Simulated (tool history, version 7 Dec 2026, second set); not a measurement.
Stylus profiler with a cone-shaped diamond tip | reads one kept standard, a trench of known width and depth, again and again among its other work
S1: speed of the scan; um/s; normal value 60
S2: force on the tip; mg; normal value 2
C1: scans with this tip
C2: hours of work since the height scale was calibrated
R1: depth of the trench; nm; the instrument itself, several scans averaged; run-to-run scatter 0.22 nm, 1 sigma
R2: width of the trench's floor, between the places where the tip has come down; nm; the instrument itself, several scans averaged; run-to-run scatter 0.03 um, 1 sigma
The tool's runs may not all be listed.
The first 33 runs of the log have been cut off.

run     day   S1    S2    C1   C2       R1     R2
 34  33.375   24  2.57  3776  159  1008.71  16380
 35  34.492   42  3.74  3855  177  1010.97  16440
 36  35.829   62  0.98  3951  199  1005.59  16250
 37  37.138   60  5.89  4045  221  1014.81  16440
 38    38.1   60  5.89  4114  237   1014.5  16390
 39  39.362   44  0.71  4204  258  1004.25  16260
 40  39.971   44  0.71  4247  268  1004.56  16300
 41  40.646   62  1.91  4296  279  1007.12  16310
 42  41.708   26  1.02  4372  297  1005.47  16390
 43  42.354   38     2  4418  307  1007.93  16390
 44  43.346   87   4.3  4489  324   1012.4  16340
 45  44.296  128   1.2  4557  339  1005.94  16020

Below are 4 alternative next runs, each starting from the tool's condition after run 45. Predict each:
  A  45.638   44  0.75  4653  362   ?   ?
  B  45.638  209   1.2  4653  362   ?   ?
  C  45.638  132  2.98  4653  362   ?   ?
  D  45.638   19  0.86  4653  362   ?   ?

run       R1     R2
  A  1005.15  16250
  B  1005.99  15860
  C  1010.26  16190
  D  1005.11  16320
Without the tool's hidden state the same runs would have given:
run       R1     R2
  A  1003.79  16360
  B  1004.63  15960
  C  1008.89  16290
  D  1003.75  16420
